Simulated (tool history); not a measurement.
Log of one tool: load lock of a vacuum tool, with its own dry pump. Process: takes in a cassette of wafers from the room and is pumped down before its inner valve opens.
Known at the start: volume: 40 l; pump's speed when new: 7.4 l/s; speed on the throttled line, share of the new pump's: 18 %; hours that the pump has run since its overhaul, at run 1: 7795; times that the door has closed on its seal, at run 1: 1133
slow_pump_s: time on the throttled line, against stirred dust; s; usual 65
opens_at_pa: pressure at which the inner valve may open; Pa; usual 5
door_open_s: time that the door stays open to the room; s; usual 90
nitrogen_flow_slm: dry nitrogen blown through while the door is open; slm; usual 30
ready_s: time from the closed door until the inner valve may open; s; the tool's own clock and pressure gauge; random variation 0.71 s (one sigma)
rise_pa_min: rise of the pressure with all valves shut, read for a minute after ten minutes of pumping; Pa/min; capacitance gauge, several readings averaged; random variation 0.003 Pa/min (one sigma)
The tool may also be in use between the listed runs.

| run | day | slow_pump_s | opens_at_pa | door_open_s | nitrogen_flow_slm | hours that the pump has run since its overhaul | times that the door has closed on its seal | incoming humidity of the room's air, % | ready_s | rise_pa_min |
|---|---|---|---|---|---|---|---|---|---|---|
| 1 | 0 | 65 | 5 | 90 | 30 | 7795 | 1133 | 45.1 | 107.2 | 0.033 |
| 2 | 3.733 | 65 | 5 | 90 | 30 | 7885 | 1259 | 44.3 | 105.8 | 0.03 |
| 3 | 7.542 | 65 | 5 | 56 | 30 | 7976 | 1387 | 41.9 | 105.8 | 0.026 |
| 4 | 10.429 | 65 | 5 | 56 | 30 | 8046 | 1485 | 42.7 | 107.5 | 0.023 |
| 5 | 12.262 | 65 | 5 | 56 | 30 | 8090 | 1546 | 44 | 107 | 0.028 |
| 6 | 14.667 | 65 | 5 | 56 | 30 | 8147 | 1628 | 42.3 | 105.9 | 0.02 |
| 7 | 16.708 | 65 | 5 | 56 | 30 | 8196 | 1696 | 47.7 | 106.6 | 0.019 |
| 8 | 20.612 | 65 | 5 | 56 | 12 | 8290 | 1828 | 48.5 | 107.7 | 0.041 |
| 9 | 24.596 | 65 | 5 | 56 | 12 | 8386 | 1962 | 45.8 | 108.9 | 0.042 |
| 10 | 28.146 | 65 | 5 | 90 | 39 | 8471 | 2082 | 49.4 | 106.9 | 0.03 |
| 11 | 31.446 | 65 | 5 | 41 | 39 | 8550 | 2193 | 46.7 | 106.6 | 0.017 |
| 12 | 33.788 | 65 | 9 | 90 | 12 | 8606 | 2272 | 42.7 | 105 | 0.052 |
| 13 | 35.604 | 65 | 9 | 90 | 12 | 8650 | 2333 | 45.4 | 103 | 0.053 |
| 14 | 39.771 | 38 | 4 | 41 | 8 | 8750 | 2474 | 46.6 | 85.1 | 0.043 |

Forecast each of these 3 alternatives for the next run:
| A | 43.5 | 34 | 5 | 208 | 25 | 8839 | 2600 | 43.3 | ? | ? |
| B | 43.5 | 38 | 4 | 41 | 17 | 8839 | 2600 | 45.4 | ? | ? |
| C | 43.5 | 70 | 4 | 41 | 8 | 8839 | 2600 | 47.1 | ? | ? |

| run | ready_s | rise_pa_min |
|---|---|---|
| A | 82.1 | 0.059 |
| B | 85 | 0.025 |
| C | 112.9 | 0.04 |
Without the tool's hidden state the same runs would have given:
| run | ready_s | rise_pa_min |
|---|---|---|
| A | 82.1 | 0.059 |
| B | 85 | 0.025 |
| C | 112.8 | 0.04 |
